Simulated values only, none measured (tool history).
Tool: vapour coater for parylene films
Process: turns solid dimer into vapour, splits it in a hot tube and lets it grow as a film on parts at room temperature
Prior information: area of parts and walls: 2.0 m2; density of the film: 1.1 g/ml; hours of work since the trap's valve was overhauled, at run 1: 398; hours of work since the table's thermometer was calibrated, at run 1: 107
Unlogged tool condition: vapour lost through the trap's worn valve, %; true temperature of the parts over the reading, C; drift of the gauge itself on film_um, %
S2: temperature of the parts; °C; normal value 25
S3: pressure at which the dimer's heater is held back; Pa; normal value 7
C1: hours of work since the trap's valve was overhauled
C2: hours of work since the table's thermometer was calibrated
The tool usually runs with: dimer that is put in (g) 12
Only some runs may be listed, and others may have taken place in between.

run 1 hour=0 | dimer_that_is_put_in_(g)=12 S2=25 S3=7 | C1=398 C2=107 | thickness_of_the_film_(um)=2.98
run 2 hour=42.2 | dimer_that_is_put_in_(g)=12 S2=25 S3=7 | C1=418 C2=127 | thickness_of_the_film_(um)=2.99
run 3 hour=71.9 | dimer_that_is_put_in_(g)=12 S2=25 S3=7 | C1=432 C2=141 | thickness_of_the_film_(um)=2.97
run 4 hour=98.6 | dimer_that_is_put_in_(g)=12 S2=25 S3=7 | C1=444 C2=153 | thickness_of_the_film_(um)=2.95
run 5 hour=156.6 | dimer_that_is_put_in_(g)=12 S2=25 S3=3.92 | C1=471 C2=180 | thickness_of_the_film_(um)=3.25
-- hour=188.4 trap's valve overhauled
run 6 hour=191.8 | dimer_that_is_put_in_(g)=7 S2=25 S3=7 | C1=2 C2=195 | thickness_of_the_film_(um)=1.86
run 7 hour=245.5 | dimer_that_is_put_in_(g)=7 S2=25 S3=7 | C1=27 C2=220 | thickness_of_the_film_(um)=1.87
run 8 hour=270.3 | dimer_that_is_put_in_(g)=7 S2=25 S3=7 | C1=38 C2=231 | thickness_of_the_film_(um)=1.86
run 9 hour=304 | dimer_that_is_put_in_(g)=7 S2=25 S3=7 | C1=54 C2=247 | thickness_of_the_film_(um)=1.87
run 10 hour=344.3 | dimer_that_is_put_in_(g)=7 S2=25 S3=2.21 | C1=73 C2=266 | thickness_of_the_film_(um)=2.26
run 11 hour=373.1 | dimer_that_is_put_in_(g)=12 S2=25 S3=7 | C1=86 C2=279 | thickness_of_the_film_(um)=3.17
run 12 hour=414.3 | dimer_that_is_put_in_(g)=12 S2=25 S3=7 | C1=105 C2=298 | thickness_of_the_film_(um)=3.17
run 13 hour=470.3 | dimer_that_is_put_in_(g)=12 S2=25 S3=7 | C1=131 C2=324 | thickness_of_the_film_(um)=3.17
run 14 hour=522.6 | dimer_that_is_put_in_(g)=12 S2=25 S3=7 | C1=156 C2=349 | thickness_of_the_film_(um)=3.13
run 15 hour=550.8 | dimer_that_is_put_in_(g)=12 S2=25 S3=7 | C1=169 C2=362 | thickness_of_the_film_(um)=3.14
run 16 hour=609.1 | dimer_that_is_put_in_(g)=12 S2=25 S3=7 | C1=196 C2=389 | thickness_of_the_film_(um)=3.12
run 17 hour=652.8 | dimer_that_is_put_in_(g)=12 S2=25 S3=7 | C1=216 C2=409 | thickness_of_the_film_(um)=3.11
run 18 hour=686.2 | dimer_that_is_put_in_(g)=12 S2=25 S3=7 | C1=232 C2=425 | thickness_of_the_film_(um)=3.09
run 19 hour=716 | dimer_that_is_put_in_(g)=12 S2=25 S3=7 | C1=246 C2=439 | thickness_of_the_film_(um)=3.11
run 20 hour=764.6 | dimer_that_is_put_in_(g)=12 S2=25 S3=7 | C1=269 C2=462 | thickness_of_the_film_(um)=3.08
run 21 hour=803.4 | dimer_that_is_put_in_(g)=12 S2=25 S3=7 | C1=287 C2=480 | thickness_of_the_film_(um)=3.06
run 22 hour=859.7 | dimer_that_is_put_in_(g)=12 S2=25 S3=7 | C1=313 C2=506 | thickness_of_the_film_(um)=3.06
run 23 hour=898.7 | dimer_that_is_put_in_(g)=7 S2=18 S3=11.93 | C1=331 C2=524 | thickness_of_the_film_(um)=1.99
run 24 hour=958.4 | dimer_that_is_put_in_(g)=10 S2=31 S3=4.38 | C1=359 C2=552 | thickness_of_the_film_(um)=2.31
run 25 hour=1011.7 | dimer_that_is_put_in_(g)=10 S2=31 S3=4.38 | C1=384 C2=577 | thickness_of_the_film_(um)=2.29
run 26 hour=1045.9 | dimer_that_is_put_in_(g)=14 S2=25 S3=4.38 | C1=400 C2=593 | thickness_of_the_film_(um)=3.81
run 27 hour=1078.8 | dimer_that_is_put_in_(g)=14 S2=25 S3=4.38 | C1=415 C2=608 | thickness_of_the_film_(um)=3.79
run 28 hour=1135.6 | dimer_that_is_put_in_(g)=8 S2=27 S3=4.38 | C1=442 C2=635 | thickness_of_the_film_(um)=2.04
run 29 hour=1165.6 | dimer_that_is_put_in_(g)=9 S2=20 S3=3.63 | C1=455 C2=649 | thickness_of_the_film_(um)=2.91
run 30 hour=1201.5 | dimer_that_is_put_in_(g)=11 S2=19 S3=9.44 | C1=472 C2=665 | thickness_of_the_film_(um)=3.09

For run 31, what comes out?
-- hour=1228.4 trap's valve overhauled
run 31 hour=1241.8 | dimer_that_is_put_in_(g)=12 S2=20 S3=5.24 | C1=6 C2=682 | thickness_of_the_film_(um)=?

{"run 31": {"thickness of the film (um)": 3.92}}
On a tool with no hidden condition, and with the same random variation, this run would have come out at thickness of the film (um) 3.91.
